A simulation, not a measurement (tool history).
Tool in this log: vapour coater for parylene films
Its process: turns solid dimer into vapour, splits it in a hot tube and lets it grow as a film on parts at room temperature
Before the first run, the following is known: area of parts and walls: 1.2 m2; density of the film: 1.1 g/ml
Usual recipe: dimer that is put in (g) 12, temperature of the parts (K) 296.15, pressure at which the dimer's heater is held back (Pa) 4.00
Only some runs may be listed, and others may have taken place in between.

run     day  dimer that is put in (g)  temperature of the parts (K)  pressure at which the dimer's heater is held back (Pa)  thickness of the film (um)
  1   0.000                        12                        296.15                                                    4.00                        6.67
  2   0.775                        12                        296.15                                                    4.00                        6.62
  3   1.246                        12                        296.15                                                    4.00                        6.66
  4   2.133                        12                        296.15                                                    4.00                        6.67
  5   2.558                        12                        296.15                                                    4.00                        6.60
  6   3.238                        12                        296.15                                                    4.00                        6.53
  7   4.004                         7                        296.15                                                    4.00                        3.86
  8   4.688                        19                        296.15                                                    4.00                       10.40
  9   5.583                        19                        296.15                                                    4.00                       10.45
 10   6.296                        12                        296.15                                                    4.00                        6.48
 11   6.992                        12                        296.15                                                    4.00                        6.46
 12   7.867                        12                        298.15                                                    4.00                        6.05
      8.346  -- trap's valve overhauled
 13   8.767                        12                        296.15                                                    4.00                        7.03
 14   9.662                        12                        296.15                                                    4.00                        7.04
 15  10.375                        12                        296.15                                                    4.00                        6.92
 16  11.279                        12                        296.15                                                    4.00                        6.95
 17  12.125                        12                        294.15                                                    6.58                        6.57
 18  12.733                        17                        300.15                                                    4.54                        8.42
 19  13.650                        17                        300.15                                                    4.54                        8.53
 20  14.321                        10                        308.15                                                    2.02                        4.61
 21  15.050                        10                        308.15                                                    2.02                        4.54
 22  15.888                        10                        308.15                                                    2.02                        4.59
 23  16.521                        16                        297.15                                                    5.12                        8.35
 24  17.425                        11                        292.15                                                    4.00                        7.05
 25  18.296                        17                        288.15                                                    6.05                       11.35
 26  18.867                         8                        297.15                                                    6.05                        4.05
 27  19.588                         8                        297.15                                                    6.05                        4.10
 28  20.162                        12                        298.15                                                    8.76                        5.33
 29  20.800                         9                        308.15                                                    8.76                        2.88
 30  21.738                         5                        308.15                                                    2.10                        2.22
 31  22.400                        10                        304.15                                                    8.82                        3.65
 32  22.888                        10                        304.15                                                    8.82                        3.75

Hidden state or all else? Some run-to-run changes of thickness of the film (um), split into what the settings, what came in and random variation would give without the hidden state, and what is left for the hidden state (with any gauge scatter that isn't in both results):
Hidden state present: vapour lost through the trap's worn valve, %; true temperature of the parts over the reading, C; drift of the gauge itself on film_um, %.
Run 7 -> 8: dimer that is put in (g) 7 -> 19. thickness of the film (um) +6.54: hidden state -0.58, all else +7.12.
Run 12 -> 13: temperature of the parts (K) 298.15 -> 296.15, trap's valve overhauled. thickness of the film (um) +0.98: hidden state +0.49, all else +0.49.
Run 24 -> 25: dimer that is put in (g) 11 -> 17, temperature of the parts (K) 292.15 -> 288.15, pressure at which the dimer's heater is held back (Pa) 4.00 -> 6.05. thickness of the film (um) +4.30: hidden state -0.24, all else +4.54.
Run 25 -> 26: dimer that is put in (g) 17 -> 8, temperature of the parts (K) 288.15 -> 297.15. thickness of the film (um) -7.30: hidden state +0.36, all else -7.66.
